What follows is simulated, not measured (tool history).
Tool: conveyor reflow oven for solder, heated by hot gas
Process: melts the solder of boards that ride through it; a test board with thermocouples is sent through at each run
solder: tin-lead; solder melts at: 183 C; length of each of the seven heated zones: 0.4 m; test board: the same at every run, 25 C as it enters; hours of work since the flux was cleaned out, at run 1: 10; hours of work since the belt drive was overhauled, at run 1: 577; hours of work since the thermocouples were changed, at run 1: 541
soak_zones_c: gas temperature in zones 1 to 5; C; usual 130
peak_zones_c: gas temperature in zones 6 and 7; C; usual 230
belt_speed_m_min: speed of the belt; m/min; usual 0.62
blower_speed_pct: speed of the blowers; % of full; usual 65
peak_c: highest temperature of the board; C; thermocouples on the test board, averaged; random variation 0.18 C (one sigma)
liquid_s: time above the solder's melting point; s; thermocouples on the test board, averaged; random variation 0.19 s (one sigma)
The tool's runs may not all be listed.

run   hour  soak_zones_c  peak_zones_c  belt_speed_m_min  blower_speed_pct  hours of work since the flux was cleaned out  hours of work since the belt drive was overhauled  hours of work since the thermocouples were changed  peak_c  liquid_s
  1      0           130           230              0.62                65                                            10                                                577                                                 541   211.9      51.5
  2   30.6           130           230              0.62                65                                            25                                                591                                                 556   211.9      51.8
  3   69.2           130           230              0.62                65                                            44                                                610                                                 575     212      51.5
  4  114.9           130           230              0.62                65                                            66                                                632                                                 597   211.5      51.2
  5  164.7           130           230              0.62                65                                            90                                                656                                                 621   211.8      51.3
  6  212.7           130           230              0.62                65                                           113                                                679                                                 644   211.7      51.1
  7    263           130           230              0.62                65                                           137                                                703                                                 668   211.8      51.2
  8  309.8           130           230              0.62                65                                           160                                                726                                                 691     211      51.3
  9  358.3           121           230             0.683                65                                           183                                                749                                                 714   206.3      38.3
 10  406.8           121           230             0.683                65                                           207                                                773                                                 737   205.9        38
 11  452.5           132           230             0.514                57                                           229                                                795                                                 759     215        68
     496.6  -- flux residue cleaned out of gas plates and filters
 12  511.3           132           230             0.514                57                                             7                                                821                                                 785   215.5      68.4
 13  534.1           123           229             0.731                78                                            18                                                832                                                 796   207.8      38.1
 14  584.1           118           225             0.507                77                                            42                                                856                                                 821   214.3      65.5
 15  609.2           132           230              0.62                61                                            54                                                868                                                 833   210.5      51.2
 16    658           132           230              0.62                61                                            78                                                892                                                 856   210.6      51.4

5 ways to go on from here, each from the tool as it stands after run 16. What would each give?
  A  704.3           142           230             0.568                51                                           100                                                914                                                 879       ?         ?
  B  704.3           116           236              0.62                76                                           100                                                914                                                 879       ?         ?
  C  704.3           137           237              0.62                61                                           100                                                914                                                 879       ?         ?
  D  704.3           134           230             0.668                81                                           100                                                914                                                 879       ?         ?
  E  704.3           132           230             0.718                78                                           100                                                914                                                 879       ?         ?

run  peak_c  liquid_s
  A   212.3      61.3
  B   217.4      53.2
  C   217.7      58.8
  D   213.9      51.7
  E   210.7      44.1
Without the tool's hidden state the same runs would have given:
run  peak_c  liquid_s
  A   212.4      59.6
  B   217.6      51.8
  C   217.8      57.1
  D   214.2      50.4
  E   210.9        43
